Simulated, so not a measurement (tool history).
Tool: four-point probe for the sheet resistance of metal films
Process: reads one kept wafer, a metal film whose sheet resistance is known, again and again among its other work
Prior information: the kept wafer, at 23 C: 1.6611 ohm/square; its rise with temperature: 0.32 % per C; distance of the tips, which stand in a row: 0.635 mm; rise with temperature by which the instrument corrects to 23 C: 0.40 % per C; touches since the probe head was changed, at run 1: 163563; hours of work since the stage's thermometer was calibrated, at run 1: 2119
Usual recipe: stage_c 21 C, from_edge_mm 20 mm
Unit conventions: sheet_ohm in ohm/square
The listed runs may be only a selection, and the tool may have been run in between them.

| run | day | stage_c | from_edge_mm | touches since the probe head was changed | hours of work since the stage's thermometer was calibrated | sheet_ohm |
|---|---|---|---|---|---|---|
| 1 | 0.000 | 21 | 20 | 163563 | 2119 | 1.664503 |
| 2 | 4.379 | 21 | 20 | 168218 | 2182 | 1.664653 |
| 3 | 7.475 | 21 | 20 | 171505 | 2226 | 1.664982 |
| 4 | 11.171 | 34 | 20 | 175433 | 2279 | 1.648647 |
|  | 12.179 | new probe head fitted |
| 5 | 15.712 | 31 | 20 | 3757 | 2343 | 1.652488 |
| 6 | 18.150 | 30 | 20 | 6345 | 2378 | 1.653504 |
| 7 | 21.504 | 21 | 4 | 9909 | 2426 | 1.685545 |
| 8 | 23.883 | 22 | 4 | 12439 | 2460 | 1.685032 |
|  | 25.275 | stage's thermometer calibrated |
| 9 | 27.521 | 32 | 20 | 16284 | 32 | 1.651099 |
| 10 | 29.771 | 32 | 20 | 18673 | 64 | 1.651174 |
| 11 | 32.817 | 21 | 4 | 21909 | 108 | 1.686094 |
| 12 | 34.800 | 30 | 38 | 24017 | 136 | 1.652094 |
| 13 | 39.096 | 21 | 23 | 28584 | 197 | 1.664692 |
| 14 | 42.846 | 23 | 9 | 32569 | 251 | 1.665223 |
| 15 | 47.029 | 23 | 9 | 37016 | 311 | 1.665265 |
| 16 | 50.938 | 23 | 5 | 41168 | 366 | 1.674199 |
| 17 | 53.429 | 19 | 21 | 43815 | 402 | 1.666795 |
| 18 | 55.592 | 25 | 7 | 46115 | 433 | 1.665585 |
| 19 | 58.750 | 24 | 66 | 49472 | 478 | 1.659772 |
| 20 | 62.333 | 21 | 14 | 53278 | 529 | 1.665284 |

Take each entry between the runs: how does the hidden state at the last listed run before it differ from the hidden state at the first listed run after it?
Between runs 4 and 5: new probe head fitted (day 12.179)
  inner tips' distance over the nominal, %: -0.007 -> 0.002; tips' flats over new ones', %: 1 -> 0
Between runs 8 and 9: stage's thermometer calibrated (day 25.275)
  inner tips' distance over the nominal, %: 0.002 -> 0.001
